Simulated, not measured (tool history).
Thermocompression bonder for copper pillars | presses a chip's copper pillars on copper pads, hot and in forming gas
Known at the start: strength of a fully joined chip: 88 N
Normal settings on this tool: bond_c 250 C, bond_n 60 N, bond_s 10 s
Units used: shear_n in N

Run 1, hour 0.0: usual settings. Result: shear_n 39.4 N.
Run 2, hour 9.8: usual settings. Result: shear_n 39.6 N.
Run 3, hour 18.0: usual settings. Result: shear_n 39.6 N.
Run 4, hour 28.3: usual settings. Result: shear_n 40.2 N.
Run 5, hour 33.2: usual settings. Result: shear_n 39.9 N.
Run 6, hour 38.3: usual settings but bond_s 21 s. Result: shear_n 50.2 N.
Run 7, hour 49.4: usual settings. Result: shear_n 39.8 N.
Run 8, hour 58.4: usual settings. Result: shear_n 39.0 N.
Run 9, hour 68.1: usual settings. Result: shear_n 39.0 N.
Run 10, hour 75.8: usual settings but bond_s 7 s. Result: shear_n 35.1 N.
Run 11, hour 81.8: usual settings but bond_n 69 N, bond_s 7 s. Result: shear_n 39.8 N.
Run 12, hour 87.8: usual settings. Result: shear_n 39.8 N.
Run 13, hour 92.7: usual settings. Result: shear_n 39.4 N.
Run 14, hour 101.4: usual settings. Result: shear_n 39.7 N.
At hour 103.7: force cell calibrated.
Run 15, hour 114.7: usual settings but bond_c 240 C. Result: shear_n 34.0 N.
Run 16, hour 124.5: usual settings but bond_c 242 C, bond_n 56 N, bond_s 14 s. Result: shear_n 37.1 N.
Run 17, hour 134.1: usual settings but bond_c 242 C, bond_n 56 N, bond_s 14 s. Result: shear_n 37.0 N.
Run 18, hour 144.8: usual settings but bond_c 242 C, bond_n 56 N, bond_s 14 s. Result: shear_n 37.1 N.
At hour 148.9: force cell calibrated, once more.
Run 19, hour 155.0: usual settings but bond_c 225 C, bond_n 73 N, bond_s 27 s. Result: shear_n 45.9 N.
Run 20, hour 161.4: usual settings but bond_c 225 C, bond_n 73 N, bond_s 27 s. Result: shear_n 45.9 N.
Run 21, hour 170.9: usual settings but bond_c 259 C, bond_n 89 N, bond_s 27 s. Result: shear_n 72.4 N.
Run 22, hour 178.6: usual settings but bond_n 40 N, bond_s 6 s. Result: shear_n 20.4 N.
Run 23, hour 188.6: usual settings but bond_n 44 N, bond_s 6 s. Result: shear_n 23.5 N.
Run 24, hour 193.4: usual settings but bond_c 279 C, bond_n 53 N, bond_s 8 s. Result: shear_n 47.5 N.
Run 25, hour 201.7: usual settings but bond_n 76 N, bond_s 6 s. Result: shear_n 41.2 N.
Run 26, hour 210.8: usual settings but bond_c 280 C. Result: shear_n 56.4 N.
Run 27, hour 219.9: usual settings but bond_c 226 C, bond_n 43 N, bond_s 7 s. Result: shear_n 15.1 N.
Run 28, hour 231.4: usual settings but bond_c 239 C, bond_n 50 N, bond_s 7 s. Result: shear_n 23.8 N.
Run 29, hour 240.0: usual settings but bond_c 270 C, bond_n 76 N, bond_s 8 s. Result: shear_n 56.8 N.
Run 30, hour 247.7: usual settings but bond_n 38 N, bond_s 29 s. Result: shear_n 37.4 N.

Had the tool no unlogged condition, and each run kept its random variation, what would the results have been?
Hidden state at play: true temperature of the bond over the reading, C; force that reaches the chip, % of what is set; oxide that the forming gas leaves, % of the face; drift of the gauge itself on shear_n, %.
run  shear_n
  1     38.9
  2     39.2
  3     39.2
  4     39.8
  5     39.5
  6     50.1
  7     39.4
  8     38.7
  9     38.7
 10     34.7
 11     39.5
 12     39.5
 13     39.1
 14     39.5
 15     33.5
 16     36.6
 17     36.6
 18     36.6
 19     45.8
 20     45.8
 21     74.9
 22     20.1
 23     23.2
 24     48.0
 25     41.3
 26     57.6
 27     14.8
 28     23.5
 29     58.0
 30     37.4
